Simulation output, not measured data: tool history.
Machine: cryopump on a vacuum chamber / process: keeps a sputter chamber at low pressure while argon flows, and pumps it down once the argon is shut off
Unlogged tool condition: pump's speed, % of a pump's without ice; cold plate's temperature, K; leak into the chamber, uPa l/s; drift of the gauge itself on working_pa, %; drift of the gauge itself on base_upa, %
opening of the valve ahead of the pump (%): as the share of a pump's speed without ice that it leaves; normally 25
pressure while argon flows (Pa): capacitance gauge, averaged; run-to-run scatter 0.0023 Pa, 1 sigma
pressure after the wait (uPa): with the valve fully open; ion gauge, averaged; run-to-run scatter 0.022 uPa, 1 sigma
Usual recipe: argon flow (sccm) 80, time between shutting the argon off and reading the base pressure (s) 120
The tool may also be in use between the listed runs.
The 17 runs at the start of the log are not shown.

run	hour	argon flow (sccm)	time between shutting the argon off and reading the base pressure (s)	opening of the valve ahead of the pump (%)	hours of work since the pump was warmed up and emptied	hours of work since the cold head was overhauled	hours of work since the chamber's fittings were tightened	pressure while argon flows (Pa)	pressure after the wait (uPa)
18	877.4	80	81	24	248	1930	1078	0.6262	2.24
19	905.4	80	81	24	266	1949	1096	0.6190	2.27
20	952.5	80	40	47	297	1979	1127	0.3332	2.76
21	1007.6	79	120	50	332	2014	1162	0.3125	2.30
22	1035.5	83	33	42	350	2032	1180	0.3854	3.00
23	1068.1	43	120	32	371	2053	1201	0.2571	2.34
24	1119.9	43	293	49	405	2087	1235	0.1760	2.30
# hour 1137.3: pump warmed up, emptied and cooled again
25	1177.9	146	117	17	26	2121	1269	1.5500	2.09
26	1220.2	158	220	27	53	2148	1296	1.0647	2.13
27	1258.1	158	31	27	78	2173	1320	1.0679	2.93
# hour 1285.9: leaking fittings of the chamber tightened, without venting
28	1313.8	88	37	16	113	2207	18	0.9950	1.29
29	1369.1	88	37	16	148	2243	54	0.9965	1.33
30	1432.5	88	37	16	189	2284	95	0.9995	1.36
31	1466.7	55	37	16	211	2306	117	0.6279	1.40
32	1517.7	55	50	16	244	2339	149	0.6304	1.24
33	1564.1	53	42	25	274	2369	179	0.3972	1.46
34	1602.3	145	155	56	299	2394	204	0.5060	0.88

What if the next run were any one of these 3? Each begins from the tool's condition after run 34:
A	1645.7	58	166	30	327	2421	232	?	?
B	1645.7	80	120	25	327	2421	232	?	?
C	1645.7	95	48	43	327	2421	232	?	?

run	pressure while argon flows (Pa)	pressure after the wait (uPa)
A	0.3639	0.94
B	0.6046	0.99
C	0.4274	1.37
With the hidden condition removed and each run's random variation left untouched, the same runs would have given:
run	pressure while argon flows (Pa)	pressure after the wait (uPa)
A	0.3441	0.52
B	0.5770	0.58
C	0.3949	0.96
